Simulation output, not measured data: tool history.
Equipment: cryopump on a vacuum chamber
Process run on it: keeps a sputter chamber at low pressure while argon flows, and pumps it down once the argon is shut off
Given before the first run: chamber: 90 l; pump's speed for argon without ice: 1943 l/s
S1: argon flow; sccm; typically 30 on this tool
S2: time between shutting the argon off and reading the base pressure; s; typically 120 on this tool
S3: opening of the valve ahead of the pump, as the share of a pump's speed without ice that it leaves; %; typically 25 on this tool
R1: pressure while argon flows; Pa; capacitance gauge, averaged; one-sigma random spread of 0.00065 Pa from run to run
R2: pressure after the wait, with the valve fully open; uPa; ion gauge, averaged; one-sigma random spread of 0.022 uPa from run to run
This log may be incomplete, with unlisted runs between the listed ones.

run 1 day=0 | S1=30 S2=120 S3=25 | R1=0.1094 R2=2.38
run 2 day=1.983 | S1=30 S2=120 S3=25 | R1=0.1091 R2=2.41
run 3 day=5.417 | S1=30 S2=120 S3=25 | R1=0.1099 R2=2.48
run 4 day=7.688 | S1=30 S2=120 S3=25 | R1=0.1104 R2=2.53
run 5 day=9.529 | S1=30 S2=120 S3=25 | R1=0.1107 R2=2.53
run 6 day=12.658 | S1=30 S2=50 S3=25 | R1=0.1109 R2=3.3
run 7 day=14.471 | S1=30 S2=50 S3=25 | R1=0.1114 R2=3.33
run 8 day=16.754 | S1=30 S2=63 S3=25 | R1=0.1126 R2=3.15
run 9 day=18.554 | S1=30 S2=119 S3=25 | R1=0.1122 R2=2.69
-- day=19.5 leaking fittings of the chamber tightened, without venting
run 10 day=21.892 | S1=30 S2=119 S3=25 | R1=0.112 R2=0.72
run 11 day=24.921 | S1=30 S2=22 S3=25 | R1=0.1132 R2=3.04
run 12 day=27.771 | S1=30 S2=120 S3=22 | R1=0.126 R2=0.85
run 13 day=30.312 | S1=30 S2=120 S3=25 | R1=0.114 R2=0.85
run 14 day=31.888 | S1=30 S2=120 S3=19 | R1=0.146 R2=0.9
run 15 day=33.608 | S1=30 S2=120 S3=19 | R1=0.1456 R2=0.91
run 16 day=36.579 | S1=30 S2=120 S3=19 | R1=0.145 R2=0.92
run 17 day=38.458 | S1=27 S2=102 S3=36 | R1=0.0741 R2=1.12
-- day=39.538 pump warmed up, emptied and cooled again
run 18 day=42.158 | S1=12 S2=48 S3=36 | R1=0.0296 R2=1.67
run 19 day=44.779 | S1=17 S2=48 S3=27 | R1=0.0551 R2=1.66
run 20 day=47.692 | S1=17 S2=48 S3=27 | R1=0.0555 R2=1.73
run 21 day=49.546 | S1=55 S2=143 S3=24 | R1=0.202 R2=0.9
run 22 day=52.338 | S1=14 S2=143 S3=60 | R1=0.0203 R2=0.9
run 23 day=55.971 | S1=30 S2=49 S3=35 | R1=0.0773 R2=1.78
run 24 day=57.738 | S1=21 S2=237 S3=27 | R1=0.069 R2=0.8
run 25 day=60.933 | S1=19 S2=213 S3=28 | R1=0.06 R2=0.87
run 26 day=62.979 | S1=30 S2=79 S3=19 | R1=0.1391 R2=1.34
run 27 day=65.079 | S1=14 S2=145 S3=30 | R1=0.042 R2=1.07
run 28 day=67.567 | S1=36 S2=269 S3=20 | R1=0.1597 R2=0.92
run 29 day=71.383 | S1=20 S2=269 S3=53 | R1=0.0355 R2=0.94
run 30 day=73.492 | S1=56 S2=147 S3=25 | R1=0.2019 R2=1.17

Below are 5 alternative next runs, each starting from the tool's condition after run 30. Predict each:
run A day=75.55 | S1=30 S2=158 S3=25 | R1=? R2=?
run B day=75.55 | S1=56 S2=147 S3=15 | R1=? R2=?
run C day=75.55 | S1=53 S2=147 S3=25 | R1=? R2=?
run D day=75.55 | S1=30 S2=20 S3=25 | R1=? R2=?
run E day=75.55 | S1=56 S2=24 S3=18 | R1=? R2=?

run=A R1=0.1077 R2=1.17
run=B R1=0.3294 R2=1.23
run=C R1=0.1917 R2=1.22
run=D R1=0.1078 R2=3.87
run=E R1=0.2782 R2=3.32
With the hidden condition removed and each run's random variation left untouched, the same runs would have given:
run=A R1=0.1039 R2=0.54
run=B R1=0.3223 R2=0.59
run=C R1=0.185 R2=0.58
run=D R1=0.104 R2=3.24
run=E R1=0.271 R2=2.69

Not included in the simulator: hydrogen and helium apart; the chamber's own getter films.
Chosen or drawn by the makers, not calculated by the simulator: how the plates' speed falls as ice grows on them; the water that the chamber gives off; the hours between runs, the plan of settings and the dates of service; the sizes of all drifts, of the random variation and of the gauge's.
